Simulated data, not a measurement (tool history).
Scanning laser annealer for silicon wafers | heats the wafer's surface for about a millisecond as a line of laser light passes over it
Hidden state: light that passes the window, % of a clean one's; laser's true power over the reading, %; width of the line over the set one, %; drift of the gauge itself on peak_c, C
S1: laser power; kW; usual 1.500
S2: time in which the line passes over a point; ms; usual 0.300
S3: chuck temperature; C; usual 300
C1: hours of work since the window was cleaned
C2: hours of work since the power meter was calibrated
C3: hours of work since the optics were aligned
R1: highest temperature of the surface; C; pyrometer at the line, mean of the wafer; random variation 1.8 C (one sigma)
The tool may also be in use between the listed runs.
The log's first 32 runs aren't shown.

run,day,S1,S2,S3,C1,C2,C3,R1
33,39.338,1.500,0.375,300,55,741,706,1099
34,40.842,1.489,0.240,268,71,756,722,883
35,42.317,1.308,0.251,289,86,771,737,829
36,43.400,1.482,0.211,305,97,782,748,872
37,45.033,1.566,0.325,290,113,799,765,1066
38,46.500,1.300,0.280,270,128,814,780,838
39,47.638,1.429,0.287,270,140,826,791,916
40,48.796,1.521,0.300,300,152,837,803,1015
41,50.208,1.646,0.353,310,166,852,817,1169

4 ways to go on from here, each from the tool as it stands after run 41. What would each give?
A,51.275,1.585,0.300,281,177,863,828,?
B,51.275,1.320,0.287,294,177,863,828,?
C,51.275,1.589,0.357,340,177,863,828,?
D,51.275,1.386,0.249,268,177,863,828,?

run,R1
A,1029
B,879
C,1170
D,840
Without the tool's hidden state the same runs would have given:
run,R1
A,1048
B,894
C,1191
D,854
